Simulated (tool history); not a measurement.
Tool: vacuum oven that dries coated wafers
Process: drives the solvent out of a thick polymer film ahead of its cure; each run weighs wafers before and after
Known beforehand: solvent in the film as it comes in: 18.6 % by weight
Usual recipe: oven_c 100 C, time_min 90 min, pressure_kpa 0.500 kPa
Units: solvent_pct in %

| run | hour | oven_c | time_min | pressure_kpa | solvent_pct |
|---|---|---|---|---|---|
| 1 | 0.0 | 100 | 90 | 0.500 | 2.26 |
| 2 | 59.1 | 104 | 90 | 0.500 | 1.61 |
| 3 | 128.7 | 104 | 88 | 0.500 | 1.68 |
| 4 | 185.7 | 100 | 90 | 0.500 | 2.25 |
| 5 | 228.4 | 100 | 90 | 0.500 | 2.26 |
| 6 | 312.4 | 100 | 90 | 0.500 | 2.26 |
| 7 | 396.1 | 100 | 99 | 0.589 | 1.93 |
| 8 | 442.5 | 113 | 94 | 0.426 | 0.52 |
| 9 | 505.2 | 113 | 94 | 0.426 | 0.48 |
| 10 | 567.3 | 113 | 94 | 0.426 | 0.49 |
| 11 | 607.4 | 97 | 47 | 0.426 | 6.17 |
| 12 | 668.3 | 87 | 117 | 0.500 | 3.89 |

What if the next run were any one of these 5? Each begins from the tool's condition after run 12:
| A | 711.8 | 92 | 48 | 0.309 | ? |
| B | 711.8 | 100 | 90 | 1.612 | ? |
| C | 711.8 | 87 | 117 | 0.337 | ? |
| D | 711.8 | 96 | 117 | 1.257 | ? |
| E | 711.8 | 102 | 87 | 0.519 | ? |

| run | solvent_pct |
|---|---|
| A | 7.33 |
| B | 2.63 |
| C | 3.78 |
| D | 2.24 |
| E | 2.04 |
Stripped of hidden state, with their random variation kept, the same runs would have yielded:
| run | solvent_pct |
|---|---|
| A | 7.33 |
| B | 2.64 |
| C | 3.78 |
| D | 2.24 |
| E | 2.04 |
